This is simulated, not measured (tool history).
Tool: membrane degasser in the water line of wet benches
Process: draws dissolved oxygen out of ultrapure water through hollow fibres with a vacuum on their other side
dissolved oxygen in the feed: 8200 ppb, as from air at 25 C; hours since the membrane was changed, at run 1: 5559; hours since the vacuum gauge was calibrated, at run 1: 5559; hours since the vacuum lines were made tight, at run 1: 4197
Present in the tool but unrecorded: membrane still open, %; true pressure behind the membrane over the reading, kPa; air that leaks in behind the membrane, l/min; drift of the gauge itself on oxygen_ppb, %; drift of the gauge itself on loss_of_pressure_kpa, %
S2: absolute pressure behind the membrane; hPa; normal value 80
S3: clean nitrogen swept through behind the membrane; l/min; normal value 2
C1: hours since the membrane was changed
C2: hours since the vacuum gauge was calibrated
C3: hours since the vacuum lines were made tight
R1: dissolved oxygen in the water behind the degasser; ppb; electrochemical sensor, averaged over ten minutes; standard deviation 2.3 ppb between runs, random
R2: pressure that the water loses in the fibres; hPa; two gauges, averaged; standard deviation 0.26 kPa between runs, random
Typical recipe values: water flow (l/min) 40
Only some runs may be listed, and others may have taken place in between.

run 1 day=0 | water_flow_(l/min)=40 S2=80 S3=2 | C1=5559 C2=5559 C3=4197 | R1=231.7 R2=698.3
run 2 day=12.792 | water_flow_(l/min)=40 S2=80 S3=2 | C1=5866 C2=5866 C3=4504 | R1=232.9 R2=698.2
run 3 day=23.642 | water_flow_(l/min)=40 S2=80 S3=2.12 | C1=6127 C2=6127 C3=4764 | R1=223.3 R2=701.2
run 4 day=32.725 | water_flow_(l/min)=40 S2=80 S3=2 | C1=6345 C2=6345 C3=4982 | R1=231 R2=700
run 5 day=40.692 | water_flow_(l/min)=40 S2=80 S3=2 | C1=6536 C2=6536 C3=5173 | R1=235.5 R2=702.2
run 6 day=47.9 | water_flow_(l/min)=40 S2=80 S3=2 | C1=6709 C2=6709 C3=5346 | R1=233.5 R2=704.6
run 7 day=59.975 | water_flow_(l/min)=40 S2=150.5 S3=2 | C1=6999 C2=6999 C3=5636 | R1=515.8 R2=701.7
run 8 day=71.221 | water_flow_(l/min)=38 S2=80 S3=2 | C1=7269 C2=7269 C3=5906 | R1=221.4 R2=676.8
-- day=76.275 vacuum gauge calibrated
run 9 day=79.775 | water_flow_(l/min)=40 S2=53.4 S3=2 | C1=7474 C2=84 C3=6111 | R1=118.4 R2=702.6
run 10 day=85.888 | water_flow_(l/min)=40 S2=53.4 S3=2 | C1=7620 C2=231 C3=6258 | R1=116 R2=707.8
run 11 day=97.175 | water_flow_(l/min)=46 S2=113.2 S3=3.93 | C1=7891 C2=502 C3=6529 | R1=245.5 R2=817.4
run 12 day=109.479 | water_flow_(l/min)=46 S2=113.2 S3=3.93 | C1=8186 C2=797 C3=6824 | R1=249.4 R2=817.4
run 13 day=123.658 | water_flow_(l/min)=46 S2=113.2 S3=3.93 | C1=8527 C2=1137 C3=7164 | R1=246.7 R2=815.5
run 14 day=136.233 | water_flow_(l/min)=46 S2=113.2 S3=3.93 | C1=8829 C2=1439 C3=7466 | R1=246.9 R2=820.7
run 15 day=144.312 | water_flow_(l/min)=46 S2=187.4 S3=4.85 | C1=9022 C2=1633 C3=7660 | R1=369.6 R2=822.3
run 16 day=151.062 | water_flow_(l/min)=59 S2=104.5 S3=1.74 | C1=9184 C2=1795 C3=7822 | R1=531.4 R2=1058.6
run 17 day=157.462 | water_flow_(l/min)=24 S2=80 S3=1.24 | C1=9338 C2=1949 C3=7976 | R1=209.3 R2=427.5
-- day=160.329 gauge calibrated
run 18 day=168.408 | water_flow_(l/min)=41 S2=130.6 S3=2.32 | C1=9601 C2=2211 C3=8238 | R1=406.9 R2=722.8
run 19 day=182.079 | water_flow_(l/min)=41 S2=95.6 S3=4.6 | C1=9929 C2=2539 C3=8566 | R1=156.7 R2=719.9
run 20 day=191.762 | water_flow_(l/min)=40 S2=80 S3=1.55 | C1=10161 C2=2772 C3=8799 | R1=282.4 R2=704.5

What would each run have given without the hidden state, its run-to-run variation left as it was?
run=1 R2=698
run=2 R2=696.6
run=3 R2=698.4
run=4 R2=696.3
run=5 R2=697.6
run=6 R2=699.2
run=7 R2=695.1
run=8 R2=669.3
run=9 R2=693.8
run=10 R2=698.3
run=11 R2=805.1
run=12 R2=803.6
run=13 R2=800
run=14 R2=803.7
run=15 R2=804.2
run=16 R2=1034.2
run=17 R2=417.3
run=18 R2=721.4
run=19 R2=717.1
run=20 R2=700.7
R1: at most 0.3 ppb away from the measurement, every run.
